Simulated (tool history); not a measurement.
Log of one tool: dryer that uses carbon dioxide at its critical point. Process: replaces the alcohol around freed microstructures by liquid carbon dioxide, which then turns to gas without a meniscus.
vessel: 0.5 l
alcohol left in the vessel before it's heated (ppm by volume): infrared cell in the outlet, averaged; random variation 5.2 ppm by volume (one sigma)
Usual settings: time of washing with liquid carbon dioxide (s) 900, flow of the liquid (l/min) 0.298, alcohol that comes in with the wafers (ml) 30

run   hour  time of washing with liquid carbon dioxide (s)  flow of the liquid (l/min)  alcohol that comes in with the wafers (ml)  alcohol left in the vessel before it's heated (ppm by volume)
  1    0.0                                             900                       0.298                                          30                                                            171
  2   23.3                                             900                       0.298                                          30                                                            168
  3   41.2                                             900                       0.298                                          30                                                            180
  4   51.8                                             900                       0.480                                          30                                                             40
  5   65.4                                             900                       0.480                                          30                                                             29
  6   77.2                                             900                       0.480                                          30                                                             38
  7   89.8                                             900                       0.480                                          30                                                             26
  8  101.2                                             840                       0.298                                          30                                                            263
  9  125.8                                             840                       0.298                                          30                                                            253
 10  141.3                                             840                       0.298                                          30                                                            258
 11  164.8                                             840                       0.298                                          30                                                            265
 12  189.2                                             900                       0.298                                          56                                                            338
 13  207.0                                             900                       0.298                                          56                                                            332
 14  225.8                                             900                       0.298                                          30                                                            207
 15  252.2                                             900                       0.298                                         105                                                            614
 16  275.0                                             900                       0.298                                         105                                                            616
 17  295.3                                             900                       0.298                                         105                                                            608
 18  312.8                                             900                       0.298                                         105                                                            624
 19  324.8                                             900                       0.298                                         105                                                            648
 20  349.4                                             900                       0.460                                         105                                                             64
 21  363.4                                             900                       0.460                                         105                                                             72
 22  385.0                                            1260                       0.211                                         105                                                            771
 23  405.0                                            1260                       0.211                                         105                                                            768
 24  431.0                                             780                       0.455                                          29                                                             64
 25  448.2                                             780                       0.455                                          29                                                             62
 26  462.0                                             780                       0.455                                          29                                                             70
 27  480.9                                             600                       0.466                                          36                                                            126
 28  506.2                                             600                       0.466                                          36                                                            124
 29  518.1                                            1440                       0.309                                          64                                                             38
 30  542.2                                            1440                       0.309                                          64                                                             49
 31  565.0                                            1440                       0.309                                          64                                                             50
 32  583.3                                             660                       0.401                                          42                                                            180
 33  601.9                                             660                       0.401                                          42                                                            191
 34  623.0                                             660                       0.401                                          42                                                            189
 35  638.5                                             660                       0.401                                          42                                                            195
 36  660.2                                             660                       0.401                                          42                                                            194
 37  672.7                                             900                       0.200                                          22                                                            764
 38  696.5                                             900                       0.201                                          26                                                            881
 39  711.9                                             900                       0.201                                          26                                                            874

Not shown: 1 entry that the log had between the listed runs. Between which runs, and how does the tool's hidden state differ before and after?
Between runs 26 and 27: inlet filter changed (hour 480.2)
  flow that reaches the vessel past the clogged filter, %: 89.5 -> 99.5; alcohol in the recycled carbon dioxide, ppm: 41.5 -> 42.1
  measured less the result without the state, alcohol left in the vessel before it's heated (ppm by volume): +51 -> +40
